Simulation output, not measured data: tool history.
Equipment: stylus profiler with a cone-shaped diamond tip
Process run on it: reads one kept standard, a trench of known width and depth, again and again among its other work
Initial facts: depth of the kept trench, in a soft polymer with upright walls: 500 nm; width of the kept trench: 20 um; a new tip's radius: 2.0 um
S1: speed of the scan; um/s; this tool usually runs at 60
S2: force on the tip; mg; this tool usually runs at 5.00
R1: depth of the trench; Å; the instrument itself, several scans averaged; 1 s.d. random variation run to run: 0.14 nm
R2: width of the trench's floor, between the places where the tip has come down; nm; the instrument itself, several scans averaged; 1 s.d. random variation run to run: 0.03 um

run,hour,S1,S2,R1,R2
1,0.0,60,5.00,5064.4,15700
2,45.1,24,5.00,5063.7,15720
3,67.2,24,5.00,5063.1,15680
4,108.2,24,5.00,5065.9,15600
5,130.5,60,5.97,5072.0,15450
6,161.3,60,5.97,5072.7,15420
7,198.5,60,5.97,5072.0,15360
8,230.6,56,3.41,5047.2,15240
# hour 234.1: height scale calibrated on a step standard
9,257.6,73,1.71,5023.2,15020
10,303.7,73,2.93,5036.7,15040
# hour 330.4: height scale calibrated on a step standard, once more
11,344.8,23,4.86,5074.3,15210
12,375.0,23,4.86,5074.2,15210

Below are 3 alternative next runs, each starting from the tool's condition after run 12. Predict each:
A,416.7,60,4.00,?,?
B,416.7,46,5.00,?,?
C,416.7,16,4.86,?,?

run,R1,R2
A,5066.0,14880
B,5077.8,15020
C,5075.6,15070
Without the tool's unlogged condition, the same runs would have read:
run,R1,R2
A,5065.6,17090
B,5077.4,17230
C,5075.2,17280

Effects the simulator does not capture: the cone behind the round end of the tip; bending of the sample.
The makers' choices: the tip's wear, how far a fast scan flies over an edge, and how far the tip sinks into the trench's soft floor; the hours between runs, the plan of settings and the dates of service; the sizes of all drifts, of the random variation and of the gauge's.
